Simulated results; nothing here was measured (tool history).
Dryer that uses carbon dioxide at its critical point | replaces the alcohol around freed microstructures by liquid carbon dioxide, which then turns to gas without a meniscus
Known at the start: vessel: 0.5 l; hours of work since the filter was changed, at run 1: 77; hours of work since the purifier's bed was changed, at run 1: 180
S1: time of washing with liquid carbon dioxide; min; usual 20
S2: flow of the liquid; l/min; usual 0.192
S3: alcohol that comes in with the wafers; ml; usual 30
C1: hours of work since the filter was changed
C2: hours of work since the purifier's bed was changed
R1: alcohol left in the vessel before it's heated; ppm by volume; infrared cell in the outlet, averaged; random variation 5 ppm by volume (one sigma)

run 1 hour=0.0 | S1=20 S2=0.192 S3=30 | C1=77 C2=180 | R1=77
run 2 hour=8.3 | S1=20 S2=0.192 S3=30 | C1=83 C2=186 | R1=88
run 3 hour=14.7 | S1=20 S2=0.192 S3=36 | C1=88 C2=191 | R1=93
run 4 hour=23.2 | S1=20 S2=0.192 S3=36 | C1=94 C2=197 | R1=88
run 5 hour=33.0 | S1=20 S2=0.192 S3=36 | C1=102 C2=204 | R1=94
run 6 hour=43.3 | S1=20 S2=0.192 S3=36 | C1=109 C2=212 | R1=95
run 7 hour=49.3 | S1=20 S2=0.192 S3=65 | C1=114 C2=216 | R1=138
run 8 hour=57.8 | S1=20 S2=0.192 S3=65 | C1=120 C2=222 | R1=144
run 9 hour=63.6 | S1=16 S2=0.127 S3=48 | C1=124 C2=227 | R1=2328
run 10 hour=72.4 | S1=20 S2=0.270 S3=34 | C1=131 C2=233 | R1=67
run 11 hour=81.8 | S1=23 S2=0.230 S3=30 | C1=138 C2=240 | R1=64

Hidden state or all else? Some run-to-run changes of R1, split into what the settings, what came in and random variation would give without the hidden state, and what is left for the hidden state (with any gauge scatter that isn't in both results):
The hidden state here: flow that reaches the vessel past the clogged filter, %; alcohol in the recycled carbon dioxide, ppm; drift of the gauge itself on alcohol_ppm, %.
Run 9 -> 10: S1 16 -> 20, S2 0.127 -> 0.270, S3 48 -> 34. R1 -2261 ppm by volume: hidden state -400, all else -1861.

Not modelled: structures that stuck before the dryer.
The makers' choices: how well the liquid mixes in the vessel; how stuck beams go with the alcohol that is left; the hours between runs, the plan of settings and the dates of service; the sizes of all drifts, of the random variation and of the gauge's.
